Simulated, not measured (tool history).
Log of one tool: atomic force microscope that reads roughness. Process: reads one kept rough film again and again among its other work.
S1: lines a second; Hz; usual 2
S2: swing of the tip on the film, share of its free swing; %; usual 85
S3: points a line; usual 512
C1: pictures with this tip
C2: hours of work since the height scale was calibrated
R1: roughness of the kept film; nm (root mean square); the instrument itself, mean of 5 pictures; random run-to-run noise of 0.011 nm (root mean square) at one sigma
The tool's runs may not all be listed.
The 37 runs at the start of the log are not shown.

run     day    S1  S2   S3   C1   C2     R1
 38  14.538  3.21  72  575  249   66  2.483
 39  14.862  3.21  72  575  262   71  2.452
 40  15.392  1.55  60  507  282   79  2.634
     15.504  -- new tip fitted
 41  15.688  1.48  60  502    7   83  2.888
 42  16.221   3.2  72  700   28   92  2.682
 43  16.683     2  64  356   45   99  2.799
 44  17.142     2  64  356   63  107  2.756
 45  17.492     2  64  356   76  112  2.782
 46  17.762  3.19  79  902   87  116  2.507
 47  18.317  1.76  89  512  108  125  2.533
 48  18.771  1.76  89  512  126  132  2.515

What if the next run were any one of these 5? Each begins from the tool's condition after run 48:
  A  19.275  0.95  70  936  145  140   ?
  B  19.275  1.76  89  956  145  140   ?
  C  19.275  1.76  72  407  145  140   ?
  D  19.275     2  63  512  145  140   ?
  E  19.275  0.97  59  512  145  140   ?

run     R1
  A  2.729
  B  2.497
  C  2.662
  D   2.72
  E  2.782
What these runs would have given with no unlogged condition in the tool:
run     R1
  A  2.883
  B  2.637
  C  2.812
  D  2.873
  E  2.938

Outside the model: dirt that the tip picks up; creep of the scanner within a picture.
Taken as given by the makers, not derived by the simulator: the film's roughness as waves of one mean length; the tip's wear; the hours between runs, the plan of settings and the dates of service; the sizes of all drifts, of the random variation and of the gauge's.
